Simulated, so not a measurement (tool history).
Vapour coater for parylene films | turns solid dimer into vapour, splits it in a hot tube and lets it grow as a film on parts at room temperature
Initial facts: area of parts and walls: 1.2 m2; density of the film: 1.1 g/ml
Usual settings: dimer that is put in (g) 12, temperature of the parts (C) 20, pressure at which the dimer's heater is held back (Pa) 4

run,hour,dimer that is put in (g),temperature of the parts (C),pressure at which the dimer's heater is held back (Pa),thickness of the film (nm)
1,0,12,20,4,5710
2,51.6,12,20,4,5660
3,83,12,20,4,5650
4,140.4,12,20,4,5660
5,171.6,7,20,4,3300
6,199.4,12,20,4,5650
7,262.9,12,20,4,5640
8,326.3,12,20,4,5620
9,372.2,12,20,4,5580
# hour 417: trap's valve overhauled
10,439.1,12,20,6.78,5810
11,475.1,12,20,6.78,5820
12,508.2,12,20,6.78,5780
13,538.3,21,16,2.03,12960
14,571.8,6,20,2.26,3060
15,636.4,6,20,2.26,3070
16,675.5,6,20,2.26,3030
17,709.9,6,20,2.26,3040
18,742.9,11,20,4.19,5410
19,804.3,11,20,4.19,5340
20,849.6,12,20,11.32,5530
21,907.9,12,20,11.32,5510
22,942.8,19,20,11.32,8720
# hour 1003.5: table's thermometer calibrated
23,1007.6,6,20,11.32,2640
24,1063,13,20,4,6020

Here are 3 independent what-if runs from the current tool condition. What would each one return?
A,1094.4,13,18,4,?
B,1094.4,14,22,11.68,?
C,1094.4,6,26,11.65,?

run,thickness of the film (nm)
A,6610
B,5590
C,2000
What these runs would have given with no unlogged condition in the tool:
run,thickness of the film (nm)
A,6970
B,5900
C,2110
